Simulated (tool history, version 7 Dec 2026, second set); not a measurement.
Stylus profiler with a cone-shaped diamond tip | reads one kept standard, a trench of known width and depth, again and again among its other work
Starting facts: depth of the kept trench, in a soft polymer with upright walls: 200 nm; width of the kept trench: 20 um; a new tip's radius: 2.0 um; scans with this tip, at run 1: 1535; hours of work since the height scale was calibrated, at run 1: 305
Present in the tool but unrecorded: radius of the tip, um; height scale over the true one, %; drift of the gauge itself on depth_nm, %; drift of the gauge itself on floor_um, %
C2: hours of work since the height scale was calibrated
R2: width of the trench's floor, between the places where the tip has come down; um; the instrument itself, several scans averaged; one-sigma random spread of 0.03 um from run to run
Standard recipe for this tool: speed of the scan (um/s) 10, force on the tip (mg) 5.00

Run 1, hour 0.0: usual settings; scans with this tip 1535; C2 305. Result: depth of the trench (nm) 204.93, R2 18.24 um.
Run 2, hour 36.3: usual settings; scans with this tip 1651; C2 328. Result: depth of the trench (nm) 204.84, R2 18.25 um.
Run 3, hour 97.2: usual settings but speed of the scan (um/s) 6; scans with this tip 1847; C2 367. Result: depth of the trench (nm) 204.87, R2 18.19 um.
Run 4, hour 127.1: usual settings but speed of the scan (um/s) 34; scans with this tip 1943; C2 386. Result: depth of the trench (nm) 204.95, R2 18.19 um.
Run 5, hour 186.9: usual settings but speed of the scan (um/s) 9; scans with this tip 2135; C2 425. Result: depth of the trench (nm) 204.87, R2 18.22 um.
Run 6, hour 246.0: usual settings but speed of the scan (um/s) 9; scans with this tip 2325; C2 462. Result: depth of the trench (nm) 205.05, R2 18.19 um.
Run 7, hour 304.6: usual settings but speed of the scan (um/s) 9; scans with this tip 2513; C2 500. Result: depth of the trench (nm) 204.92, R2 18.29 um.
Run 8, hour 339.8: usual settings; scans with this tip 2626; C2 522. Result: depth of the trench (nm) 204.85, R2 18.23 um.
Run 9, hour 396.6: usual settings; scans with this tip 2809; C2 559. Result: depth of the trench (nm) 204.99, R2 18.23 um.
Run 10, hour 444.8: usual settings but speed of the scan (um/s) 29; scans with this tip 2963; C2 589. Result: depth of the trench (nm) 204.93, R2 18.22 um.
Run 11, hour 503.7: usual settings but speed of the scan (um/s) 26; scans with this tip 3153; C2 627. Result: depth of the trench (nm) 204.90, R2 18.22 um.
Run 12, hour 550.4: usual settings but speed of the scan (um/s) 26; scans with this tip 3303; C2 657. Result: depth of the trench (nm) 204.99, R2 18.15 um.
Run 13, hour 601.6: usual settings; scans with this tip 3467; C2 690. Result: depth of the trench (nm) 205.00, R2 18.19 um.
Run 14, hour 628.1: usual settings; scans with this tip 3552; C2 707. Result: depth of the trench (nm) 204.88, R2 18.26 um.
Run 15, hour 662.6: usual settings; scans with this tip 3663; C2 729. Result: depth of the trench (nm) 204.92, R2 18.27 um.
Run 16, hour 696.0: usual settings; scans with this tip 3770; C2 750. Result: depth of the trench (nm) 205.01, R2 18.24 um.
Run 17, hour 725.1: usual settings but force on the tip (mg) 7.17; scans with this tip 3864; C2 769. Result: depth of the trench (nm) 206.20, R2 18.23 um.
Run 18, hour 750.7: usual settings but force on the tip (mg) 7.17; scans with this tip 3946; C2 785. Result: depth of the trench (nm) 206.13, R2 18.25 um.
Run 19, hour 783.9: usual settings; scans with this tip 4052; C2 806. Result: depth of the trench (nm) 204.79, R2 18.20 um.
Run 20, hour 842.4: usual settings; scans with this tip 4240; C2 844. Result: depth of the trench (nm) 204.91, R2 18.25 um.
Run 21, hour 893.3: usual settings; scans with this tip 4404; C2 876. Result: depth of the trench (nm) 205.04, R2 18.22 um.
Run 22, hour 918.0: usual settings but speed of the scan (um/s) 2, force on the tip (mg) 10.40; scans with this tip 4483; C2 892. Result: depth of the trench (nm) 208.12, R2 18.25 um.
Run 23, hour 952.0: usual settings but speed of the scan (um/s) 25, force on the tip (mg) 11.79; scans with this tip 4592; C2 914. Result: depth of the trench (nm) 208.84, R2 18.22 um.
Run 24, hour 1005.0: usual settings but speed of the scan (um/s) 9, force on the tip (mg) 6.67; scans with this tip 4763; C2 947. Result: depth of the trench (nm) 205.84, R2 18.21 um.
Run 25, hour 1044.8: usual settings but speed of the scan (um/s) 9, force on the tip (mg) 6.67; scans with this tip 4891; C2 973. Result: depth of the trench (nm) 205.94, R2 18.21 um.
Run 26, hour 1101.5: usual settings but speed of the scan (um/s) 9, force on the tip (mg) 6.67; scans with this tip 5072; C2 1009. Result: depth of the trench (nm) 205.94, R2 18.28 um.
Run 27, hour 1162.7: usual settings but speed of the scan (um/s) 3, force on the tip (mg) 2.42; scans with this tip 5269; C2 1048. Result: depth of the trench (nm) 203.14, R2 18.20 um.
Run 28, hour 1222.7: usual settings but speed of the scan (um/s) 15, force on the tip (mg) 5.35; scans with this tip 5462; C2 1087. Result: depth of the trench (nm) 205.09, R2 18.21 um.
Run 29, hour 1265.3: usual settings but speed of the scan (um/s) 38, force on the tip (mg) 3.36; scans with this tip 5599; C2 1114. Result: depth of the trench (nm) 203.62, R2 18.15 um.
Run 30, hour 1299.4: usual settings but speed of the scan (um/s) 2, force on the tip (mg) 4.57; scans with this tip 5708; C2 1136. Result: depth of the trench (nm) 204.61, R2 18.27 um.
At hour 1324.0: height scale calibrated on a step standard.
Run 31, hour 1359.1: usual settings but speed of the scan (um/s) 2, force on the tip (mg) 4.57; scans with this tip 5898; C2 22. Result: depth of the trench (nm) 204.56, R2 18.24 um.
Run 32, hour 1398.6: usual settings but speed of the scan (um/s) 2, force on the tip (mg) 8.09; scans with this tip 6025; C2 48. Result: depth of the trench (nm) 206.82, R2 18.23 um.
Run 33, hour 1458.5: usual settings but speed of the scan (um/s) 14, force on the tip (mg) 8.09; scans with this tip 6218; C2 86. Result: depth of the trench (nm) 206.89, R2 18.26 um.
Run 34, hour 1513.5: usual settings but speed of the scan (um/s) 4, force on the tip (mg) 2.96; scans with this tip 6394; C2 121. Result: depth of the trench (nm) 203.38, R2 18.25 um.
Run 35, hour 1540.4: usual settings but speed of the scan (um/s) 7, force on the tip (mg) 1.81; scans with this tip 6481; C2 138. Result: depth of the trench (nm) 202.48, R2 18.27 um.
Run 36, hour 1579.2: usual settings but speed of the scan (um/s) 6, force on the tip (mg) 1.76; scans with this tip 6605; C2 163. Result: depth of the trench (nm) 202.39, R2 18.21 um.
Run 37, hour 1627.2: usual settings but force on the tip (mg) 12.11; scans with this tip 6760; C2 194. Result: depth of the trench (nm) 208.81, R2 18.21 um.

Take each entry between the runs: how does the hidden state at the last listed run before it differ from the hidden state at the first listed run after it?
In the gap between runs 30 and 31: height scale calibrated on a step standard (hour 1324.0)
  height scale over the true one, %: -0.006 -> 0
